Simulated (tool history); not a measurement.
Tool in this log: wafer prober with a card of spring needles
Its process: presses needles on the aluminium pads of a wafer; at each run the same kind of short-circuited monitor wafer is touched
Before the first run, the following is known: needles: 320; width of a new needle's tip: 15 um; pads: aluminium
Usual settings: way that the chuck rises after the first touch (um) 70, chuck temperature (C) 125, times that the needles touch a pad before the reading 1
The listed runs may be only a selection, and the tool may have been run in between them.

run	day	way that the chuck rises after the first touch (um)	chuck temperature (C)	times that the needles touch a pad before the reading	resistance of one needle with its contact and lead (mohm)	way that a needle slides on the pad (um)
1	0	70	125	1	249	17.73
# day 0.288: tips cleaned on abrasive film
# day 0.671: tips cleaned on abrasive film
# day 0.775: height of the first contact set anew
# day 1.062: tips cleaned on abrasive film
# day 1.538: tips cleaned on abrasive film
# day 1.921: tips cleaned on abrasive film
# day 2.3: tips cleaned on abrasive film
# day 2.779: tips cleaned on abrasive film
2	2.854	70	125	1	245	18.23
# day 3.233: tips cleaned on abrasive film
# day 3.617: tips cleaned on abrasive film
# day 4: tips cleaned on abrasive film
# day 4.379: tips cleaned on abrasive film
# day 4.762: tips cleaned on abrasive film
# day 5.238: tips cleaned on abrasive film
# day 5.712: tips cleaned on abrasive film
3	6.05	70	125	1	253	18.05
# day 6.15: tips cleaned on abrasive film
# day 6.533: tips cleaned on abrasive film
# day 7.008: tips cleaned on abrasive film
# day 7.388: tips cleaned on abrasive film
4	7.617	70	125	1	249	18.01
# day 7.808: tips cleaned on abrasive film
# day 8.192: tips cleaned on abrasive film
# day 8.571: tips cleaned on abrasive film
# day 8.954: tips cleaned on abrasive film
# day 9.338: tips cleaned on abrasive film
# day 9.717: tips cleaned on abrasive film
# day 10.1: tips cleaned on abrasive film
# day 10.479: tips cleaned on abrasive film
5	10.571	70	125	1	249	17.71
# day 10.954: tips cleaned on abrasive film
# day 11.338: tips cleaned on abrasive film
# day 11.717: tips cleaned on abrasive film
# day 11.825: height of the first contact set anew
# day 12.112: tips cleaned on abrasive film
# day 12.588: tips cleaned on abrasive film
6	12.912	70	125	1	257	18.23
# day 13.012: tips cleaned on abrasive film
# day 13.392: tips cleaned on abrasive film
# day 13.775: tips cleaned on abrasive film
# day 14.154: tips cleaned on abrasive film
# day 14.538: tips cleaned on abrasive film
# day 14.921: tips cleaned on abrasive film
7	15.021	70	125	1	250	18.16
# day 15.308: tips cleaned on abrasive film
# day 15.692: tips cleaned on abrasive film
# day 16.071: tips cleaned on abrasive film
# day 16.454: tips cleaned on abrasive film
# day 16.838: tips cleaned on abrasive film
# day 17.217: tips cleaned on abrasive film
8	17.446	70	125	1	256	17.98
# day 17.638: tips cleaned on abrasive film
# day 18.117: tips cleaned on abrasive film
# day 18.496: tips cleaned on abrasive film
# day 18.879: tips cleaned on abrasive film
# day 19.258: tips cleaned on abrasive film
# day 19.642: tips cleaned on abrasive film
# day 20.117: tips cleaned on abrasive film
9	20.267	70	125	1	253	17.74
# day 20.554: tips cleaned on abrasive film
# day 20.938: tips cleaned on abrasive film
# day 21.317: tips cleaned on abrasive film
# day 21.792: tips cleaned on abrasive film
# day 22.175: tips cleaned on abrasive film
10	22.425	70	125	1	253	17.52
# day 22.617: tips cleaned on abrasive film
# day 22.912: height of the first contact set anew
# day 23.008: tips cleaned on abrasive film
# day 23.392: tips cleaned on abrasive film
# day 23.775: tips cleaned on abrasive film
# day 24.154: tips cleaned on abrasive film
# day 24.538: tips cleaned on abrasive film
# day 25.012: tips cleaned on abrasive film
# day 25.396: tips cleaned on abrasive film
# day 25.775: tips cleaned on abrasive film
11	25.817	70	125	1	243	18.16
# day 26.2: tips cleaned on abrasive film
# day 26.579: tips cleaned on abrasive film
# day 26.962: tips cleaned on abrasive film
# day 27.438: tips cleaned on abrasive film
# day 27.912: tips cleaned on abrasive film
# day 28.296: tips cleaned on abrasive film
12	28.558	70	34	1	231	17.97
# day 28.75: tips cleaned on abrasive film
# day 29.133: tips cleaned on abrasive film
# day 29.512: tips cleaned on abrasive film
# day 29.992: tips cleaned on abrasive film
# day 30.371: tips cleaned on abrasive film
# day 30.846: tips cleaned on abrasive film
# day 31.325: tips cleaned on abrasive film
13	31.642	70	26	3	222	17.7
# day 31.742: tips cleaned on abrasive film
# day 32.125: tips cleaned on abrasive film
# day 32.504: tips cleaned on abrasive film
# day 32.979: tips cleaned on abrasive film
# day 33.458: tips cleaned on abrasive film
# day 33.933: tips cleaned on abrasive film
# day 33.946: height of the first contact set anew
14	34.054	70	26	3	221	18.3
# day 34.342: tips cleaned on abrasive film
# day 34.725: tips cleaned on abrasive film
# day 35.2: tips cleaned on abrasive film
# day 35.579: tips cleaned on abrasive film
# day 36.058: tips cleaned on abrasive film
# day 36.438: tips cleaned on abrasive film
# day 36.821: tips cleaned on abrasive film
# day 37.2: tips cleaned on abrasive film
15	37.462	65	121	2	253	16.82
# day 37.654: tips cleaned on abrasive film
# day 38.038: tips cleaned on abrasive film
# day 38.421: tips cleaned on abrasive film
# day 38.8: tips cleaned on abrasive film
16	39.054	75	55	2	233	19.4
# day 39.246: tips cleaned on abrasive film
# day 39.629: tips cleaned on abrasive film
# day 40.104: tips cleaned on abrasive film
# day 40.579: tips cleaned on abrasive film
# day 40.962: tips cleaned on abrasive film
# day 41.342: tips cleaned on abrasive film
17	41.646	72	55	2	237	18.29
# day 41.746: tips cleaned on abrasive film
# day 42.125: tips cleaned on abrasive film
# day 42.508: tips cleaned on abrasive film
# day 42.888: tips cleaned on abrasive film
# day 43.271: tips cleaned on abrasive film
# day 43.65: tips cleaned on abrasive film
# day 44.129: tips cleaned on abrasive film
18	44.408	72	55	2	232	18.3
# day 44.6: tips cleaned on abrasive film
# day 44.992: height of the first contact set anew
# day 45.088: tips cleaned on abrasive film
# day 45.471: tips cleaned on abrasive film
# day 45.854: tips cleaned on abrasive film
# day 46.233: tips cleaned on abrasive film
# day 46.617: tips cleaned on abrasive film
# day 46.996: tips cleaned on abrasive film
# day 47.475: tips cleaned on abrasive film
19	47.571	87	125	1	245	22.54
# day 47.858: tips cleaned on abrasive film
# day 48.242: tips cleaned on abrasive film
# day 48.625: tips cleaned on abrasive film
# day 49.1: tips cleaned on abrasive film
20	49.446	70	79	1	253	18.12
# day 49.546: tips cleaned on abrasive film
# day 50.021: tips cleaned on abrasive film
# day 50.404: tips cleaned on abrasive film
# day 50.783: tips cleaned on abrasive film
# day 51.167: tips cleaned on abrasive film
# day 51.55: tips cleaned on abrasive film
21	51.738	70	79	1	242	17.84

Here are 3 independent what-if runs from the current tool condition. What would each one return?
# day 52.021: tips cleaned on abrasive film
# day 52.404: tips cleaned on abrasive film
# day 52.788: tips cleaned on abrasive film
# day 53.262: tips cleaned on abrasive film
# day 53.642: tips cleaned on abrasive film
# day 54.121: tips cleaned on abrasive film
# day 54.5: tips cleaned on abrasive film
A	54.838	70	125	2	?	?
# day 52.021: tips cleaned on abrasive film
# day 52.404: tips cleaned on abrasive film
# day 52.788: tips cleaned on abrasive film
# day 53.262: tips cleaned on abrasive film
# day 53.642: tips cleaned on abrasive film
# day 54.121: tips cleaned on abrasive film
# day 54.5: tips cleaned on abrasive film
B	54.838	52	30	3	?	?
# day 52.021: tips cleaned on abrasive film
# day 52.404: tips cleaned on abrasive film
# day 52.788: tips cleaned on abrasive film
# day 53.262: tips cleaned on abrasive film
# day 53.642: tips cleaned on abrasive film
# day 54.121: tips cleaned on abrasive film
# day 54.5: tips cleaned on abrasive film
C	54.838	79	26	1	?	?

run	resistance of one needle with its contact and lead (mohm)	way that a needle slides on the pad (um)
A	252	17.64
B	238	12.92
C	233	20.03
Take away the tool's hidden state, keep each run's random variation, and the runs would have read:
run	resistance of one needle with its contact and lead (mohm)	way that a needle slides on the pad (um)
A	238	18.29
B	222	13.58
C	215	20.68
